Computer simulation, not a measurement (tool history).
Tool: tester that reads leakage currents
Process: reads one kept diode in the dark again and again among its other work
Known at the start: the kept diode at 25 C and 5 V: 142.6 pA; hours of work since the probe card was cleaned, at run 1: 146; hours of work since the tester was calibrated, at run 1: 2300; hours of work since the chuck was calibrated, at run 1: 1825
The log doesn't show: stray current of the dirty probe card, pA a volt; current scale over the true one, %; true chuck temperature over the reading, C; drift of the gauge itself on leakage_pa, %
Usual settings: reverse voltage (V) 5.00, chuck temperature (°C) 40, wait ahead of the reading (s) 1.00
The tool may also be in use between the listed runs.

| run | hour | reverse voltage (V) | chuck temperature (°C) | wait ahead of the reading (s) | hours of work since the probe card was cleaned | hours of work since the tester was calibrated | hours of work since the chuck was calibrated | current that the tester gives (pA) |
|---|---|---|---|---|---|---|---|---|
| 1 | 0.0 | 5.00 | 40 | 1.00 | 146 | 2300 | 1825 | 487.14 |
| 2 | 133.7 | 5.00 | 40 | 1.00 | 224 | 2378 | 1903 | 483.99 |
| 3 | 253.2 | 5.00 | 40 | 1.00 | 294 | 2448 | 1973 | 479.89 |
| 4 | 358.8 | 5.00 | 40 | 1.00 | 356 | 2510 | 2035 | 480.45 |
|  | 371.3 | chuck's temperature calibrated |
| 5 | 490.4 | 5.00 | 40 | 1.00 | 432 | 2586 | 70 | 570.12 |
| 6 | 562.8 | 5.00 | 40 | 1.00 | 474 | 2628 | 112 | 566.97 |
| 7 | 686.9 | 5.00 | 40 | 1.00 | 547 | 2701 | 185 | 563.32 |
| 8 | 810.7 | 5.00 | 20 | 1.00 | 619 | 2773 | 257 | 87.49 |
| 9 | 876.8 | 5.00 | 20 | 1.72 | 658 | 2812 | 296 | 87.13 |
| 10 | 978.8 | 1.43 | 40 | 1.00 | 718 | 2871 | 356 | 293.49 |
| 11 | 1068.8 | 14.20 | 57 | 0.37 | 770 | 2924 | 408 | 3882.81 |
| 12 | 1163.1 | 14.20 | 57 | 0.37 | 825 | 2979 | 463 | 3847.35 |
| 13 | 1265.4 | 17.86 | 30 | 5.67 | 885 | 3039 | 523 | 426.37 |
| 14 | 1372.4 | 17.86 | 30 | 5.67 | 948 | 3102 | 586 | 425.48 |
| 15 | 1459.9 | 5.00 | 51 | 1.92 | 999 | 3153 | 637 | 1378.45 |
| 16 | 1564.0 | 5.00 | 30 | 1.92 | 1060 | 3214 | 698 | 218.79 |

Forecast each of these 4 alternatives for the next run:
| A | 1698.7 | 19.02 | 40 | 9.49 | 1139 | 3293 | 777 | ? |
| B | 1698.7 | 13.70 | 30 | 1.23 | 1139 | 3293 | 777 | ? |
| C | 1698.7 | 5.00 | 42 | 1.00 | 1139 | 3293 | 777 | ? |
| D | 1698.7 | 5.00 | 30 | 4.50 | 1139 | 3293 | 777 | ? |

| run | current that the tester gives (pA) |
|---|---|
| A | 1061.28 |
| B | 366.27 |
| C | 641.02 |
| D | 218.81 |
Without the tool's hidden state the same runs would have given:
| run | current that the tester gives (pA) |
|---|---|
| A | 1116.31 |
| B | 385.10 |
| C | 675.18 |
| D | 230.88 |
